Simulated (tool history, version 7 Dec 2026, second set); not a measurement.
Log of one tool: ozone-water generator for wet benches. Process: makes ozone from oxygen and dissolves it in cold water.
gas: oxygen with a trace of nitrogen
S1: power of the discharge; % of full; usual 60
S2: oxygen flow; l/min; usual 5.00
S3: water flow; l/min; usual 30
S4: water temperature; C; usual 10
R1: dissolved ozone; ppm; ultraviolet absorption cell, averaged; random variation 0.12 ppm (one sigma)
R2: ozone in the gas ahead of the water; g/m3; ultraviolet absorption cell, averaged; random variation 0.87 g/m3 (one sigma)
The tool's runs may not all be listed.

Run 1, hour 0.0: usual settings. Result: R1 9.0 ppm, R2 138.2 g/m3.
Run 2, hour 131.0: usual settings. Result: R1 8.9 ppm, R2 137.1 g/m3.
At hour 154.4: contactor cleaned.
Run 3, hour 216.4: usual settings. Result: R1 9.5 ppm, R2 137.4 g/m3.
Run 4, hour 333.7: usual settings. Result: R1 9.1 ppm, R2 138.1 g/m3.
Run 5, hour 453.1: usual settings. Result: R1 9.3 ppm, R2 135.6 g/m3.
Run 6, hour 544.4: usual settings. Result: R1 9.2 ppm, R2 135.4 g/m3.
Run 7, hour 605.2: usual settings. Result: R1 9.4 ppm, R2 137.1 g/m3.
Run 8, hour 714.7: usual settings but S1 43 % of full. Result: R1 7.1 ppm, R2 105.6 g/m3.
Run 9, hour 783.5: usual settings but S1 50 % of full, S2 8.68 l/min. Result: R1 9.1 ppm, R2 94.3 g/m3.
Run 10, hour 914.5: usual settings but S1 90 % of full, S4 11 C. Result: R1 12.6 ppm, R2 185.8 g/m3.
Run 11, hour 1044.0: usual settings but S1 89 % of full, S2 4.25 l/min. Result: R1 11.8 ppm, R2 196.8 g/m3.
Run 12, hour 1176.0: usual settings but S4 5 C. Result: R1 9.6 ppm, R2 135.4 g/m3.
Run 13, hour 1252.7: usual settings but S4 5 C. Result: R1 9.4 ppm, R2 136.3 g/m3.
Run 14, hour 1329.6: usual settings but S4 5 C. Result: R1 9.7 ppm, R2 135.7 g/m3.
Run 15, hour 1407.0: usual settings but S1 74 % of full, S3 19 l/min. Result: R1 17.9 ppm, R2 158.4 g/m3.
Run 16, hour 1502.5: usual settings but S1 74 % of full, S3 19 l/min. Result: R1 17.9 ppm, R2 157.7 g/m3.

Measured less the same run without the tool's hidden state. The same run-to-run variation is in both; the gauge's scatter may not be:
The hidden state here: yield of the discharge, % of new electrodes'; contactor's efficiency, % of a clean one's; true water temperature over the reading, C; drift of the gauge itself on ozone_ppm, %; drift of the gauge itself on gas_g_m3, %.
run    R1     R2
  1  -0.9   -5.9
  2  -0.9   -6.0
  3  -0.5   -6.1
  4  -0.6   -6.3
  5  -0.6   -6.4
  6  -0.6   -6.5
  7  -0.5   -6.6
  8  -0.3   -3.6
  9  -0.5   -4.0
 10  -1.1  -13.1
 11  -1.0  -14.1
 12  -0.7   -7.3
 13  -0.7   -7.4
 14  -0.7   -7.5
 15  -1.5  -10.6
 16  -1.5  -10.7
